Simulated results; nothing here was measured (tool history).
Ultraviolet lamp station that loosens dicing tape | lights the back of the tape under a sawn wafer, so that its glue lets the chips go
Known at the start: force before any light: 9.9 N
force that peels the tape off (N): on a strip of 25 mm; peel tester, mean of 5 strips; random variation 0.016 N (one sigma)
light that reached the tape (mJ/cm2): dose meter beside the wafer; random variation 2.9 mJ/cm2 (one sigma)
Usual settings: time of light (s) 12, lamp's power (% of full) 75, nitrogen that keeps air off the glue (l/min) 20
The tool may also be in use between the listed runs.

run   hour  time of light (s)  lamp's power (% of full)  nitrogen that keeps air off the glue (l/min)  force that peels the tape off (N)  light that reached the tape (mJ/cm2)
  1      0                 12                        75                                            20                              0.946                                   371
  2    7.9                 12                        75                                            20                              0.982                                   367
  3   13.6                 12                        75                                            20                              0.974                                   361
  4   22.1                 12                        75                                            20                              0.991                                   367
  5   30.1                 12                        75                                            20                              0.966                                   359
  6   36.8                 12                        75                                            20                                  1                                   356
  7   45.2                 12                        75                                            20                              1.019                                   362
  8   52.9                 12                        75                                            20                              0.972                                   361
  9   59.9                 12                        75                                            20                              1.027                                   360
 10   67.9                 12                        75                                            13                              1.361                                   351
 11   73.7                 12                        75                                            13                              1.352                                   356
 12   78.8                 12                        75                                            13                               1.37                                   354
 13   82.8                 16                        75                                            20                              0.561                                   473
 14   91.1                 16                        75                                            20                              0.556                                   467
 15     96                 16                        75                                            20                              0.541                                   474
 16  105.3                 16                        75                                            20                              0.533                                   469
 17  114.8                 16                        75                                            20                              0.547                                   459
 18  123.7                 12                        75                                            20                              1.064                                   344
 19  133.2                 12                        75                                            20                              1.093                                   346
 20  141.4                 19                        75                                            20                                0.4                                   547
 21  146.5                 12                        97                                            20                               0.63                                   447
 22  155.5                 12                        97                                            19                              0.637                                   443
 23  164.3                 12                        65                                            29                              1.245                                   292
 24    172                  7                        70                                            22                              2.851                                   184
 25  179.2                 23                        88                                            38                              0.157                                   761
 26  186.7                 23                        88                                            38                              0.144                                   755
 27  191.3                 23                        88                                            38                              0.155                                   759
 28  200.3                  9                        86                                             9                              2.232                                   290
     203.8  -- window cleaned of glue's vapour
 29  207.1                  9                        86                                             9                              1.958                                   321
 30  211.9                  9                        86                                             9                              1.937                                   319
 31  219.1                  9                        86                                             9                              1.962                                   323
 32  225.2                 11                        65                                            20                              1.496                                   292
 33  229.6                 11                        60                                            15                               1.96                                   273
 34  238.4                 20                        76                                            20                              0.282                                   626
 35  243.7                  9                        76                                            14                              1.915                                   280
 36  252.2                  9                        76                                            14                              1.959                                   281
 37  260.1                  7                        85                                             9                               2.93                                   243
 38  266.9                 11                        79                                            20                              1.037                                   346
 39  271.8                 11                        64                                            20                              1.597                                   284
 40  280.3                 15                        81                                            21                              0.485                                   487
 41  287.3                 12                        70                                            20                              1.135                                   337
 42  295.9                  7                        82                                            12                              2.581                                   228
 43  301.1                  7                        82                                            12                               2.65                                   226

4 ways to go on from here, each from the tool as it stands after run 43. What would each give?
  A  310.5                  7                        74                                             9                                  ?                                     ?
  B  310.5                 13                        70                                            12                                  ?                                     ?
  C  310.5                  7                        79                                            12                                  ?                                     ?
  D  310.5                  8                        75                                            20                                  ?                                     ?

run  force that peels the tape off (N)  light that reached the tape (mJ/cm2)
  A                              3.442                                   208
  B                              1.323                                   358
  C                              2.862                                   218
  D                               2.14                                   236
Without the tool's hidden state the same runs would have given:
run  force that peels the tape off (N)  light that reached the tape (mJ/cm2)
  A                              2.931                                   240
  B                              0.994                                   414
  C                              2.375                                   252
  D                              1.701                                   273
